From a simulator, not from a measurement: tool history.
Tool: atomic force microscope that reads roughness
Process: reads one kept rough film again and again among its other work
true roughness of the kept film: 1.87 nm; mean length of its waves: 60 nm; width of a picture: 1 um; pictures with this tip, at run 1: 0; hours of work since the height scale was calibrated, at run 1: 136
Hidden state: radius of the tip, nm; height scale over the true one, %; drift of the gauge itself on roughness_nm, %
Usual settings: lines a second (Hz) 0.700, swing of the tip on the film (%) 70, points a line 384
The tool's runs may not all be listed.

run,hour,lines a second (Hz),swing of the tip on the film (%),points a line,pictures with this tip,hours of work since the height scale was calibrated,roughness of the kept film (nm (root mean square))
1,0.0,0.700,70,384,0,136,1.805
2,38.5,0.700,57,384,75,160,1.807
3,121.1,0.700,57,384,235,212,1.791
4,197.7,0.700,57,384,384,260,1.799
# hour 206.1: new tip fitted
5,259.2,0.700,70,587,103,298,1.796
6,317.9,0.700,65,384,218,335,1.788
7,356.1,0.700,65,384,292,358,1.788
8,401.1,0.700,65,448,379,387,1.776
# hour 414.4: new tip fitted
9,441.0,0.700,65,448,52,411,1.802
10,476.0,0.700,65,448,120,433,1.798
11,517.4,0.700,70,384,200,459,1.777
12,573.2,0.700,70,384,308,494,1.778
# hour 625.3: new tip fitted
13,638.6,0.700,70,384,26,534,1.784
14,673.7,0.700,70,384,94,556,1.791
# hour 682.1: height scale calibrated on a step standard
15,722.7,0.700,70,384,187,25,1.784
16,787.6,0.700,70,384,313,66,1.770
# hour 834.0: new tip fitted
17,834.0,0.700,70,384,0,95,1.793
# hour 855.1: height scale calibrated on a step standard, once more
18,884.3,0.700,70,384,96,18,1.799
19,933.0,0.700,70,384,191,49,1.786
20,987.5,0.700,70,384,296,83,1.792
# hour 1043.7: new tip fitted
21,1071.4,0.700,70,260,53,135,1.800
22,1143.7,0.700,70,260,194,180,1.789
23,1201.6,0.700,70,377,306,216,1.783
# hour 1249.4: new tip fitted
24,1275.0,0.700,70,377,50,262,1.784
25,1331.3,2.655,60,779,159,297,1.756
26,1366.8,1.195,62,496,228,319,1.788
27,1446.9,1.195,62,496,384,369,1.762
# hour 1457.1: new tip fitted
28,1507.0,1.574,71,396,96,406,1.747
29,1576.3,0.551,76,438,231,450,1.770
30,1638.0,0.551,76,438,351,488,1.766
# hour 1663.8: new tip fitted
31,1674.7,0.551,76,552,21,511,1.802
32,1749.8,1.483,71,454,167,558,1.752
33,1814.9,1.483,71,454,294,599,1.750
# hour 1869.4: new tip fitted
34,1869.4,2.511,67,796,0,632,1.751
35,1918.4,2.511,67,493,95,663,1.726
36,1976.4,2.183,83,493,207,699,1.652
37,2046.6,2.183,83,493,344,743,1.624
# hour 2074.2: new tip fitted
38,2095.3,2.183,83,493,41,773,1.654
39,2147.0,1.124,83,514,142,806,1.718
40,2202.7,1.488,83,514,250,840,1.689
41,2237.9,0.700,71,384,318,862,1.768
42,2275.0,1.901,89,384,390,886,1.613
# hour 2281.9: new tip fitted
43,2326.3,0.700,85,350,86,917,1.741
44,2374.5,0.700,55,350,180,948,1.801
45,2426.0,0.700,55,707,280,980,1.782
# hour 2490.9: new tip fitted
46,2505.9,2.429,55,707,29,1029,1.792
47,2542.4,2.429,55,707,100,1052,1.768

Forecast each of these 4 alternatives for the next run:
A,2580.0,3.158,83,881,173,1076,?
B,2580.0,0.700,80,454,173,1076,?
C,2580.0,3.748,81,707,173,1076,?
D,2580.0,0.700,70,307,173,1076,?

run,roughness of the kept film (nm (root mean square))
A,1.572
B,1.743
C,1.574
D,1.762
Without the tool's hidden state the same runs would have given:
run,roughness of the kept film (nm (root mean square))
A,1.608
B,1.782
C,1.609
D,1.801
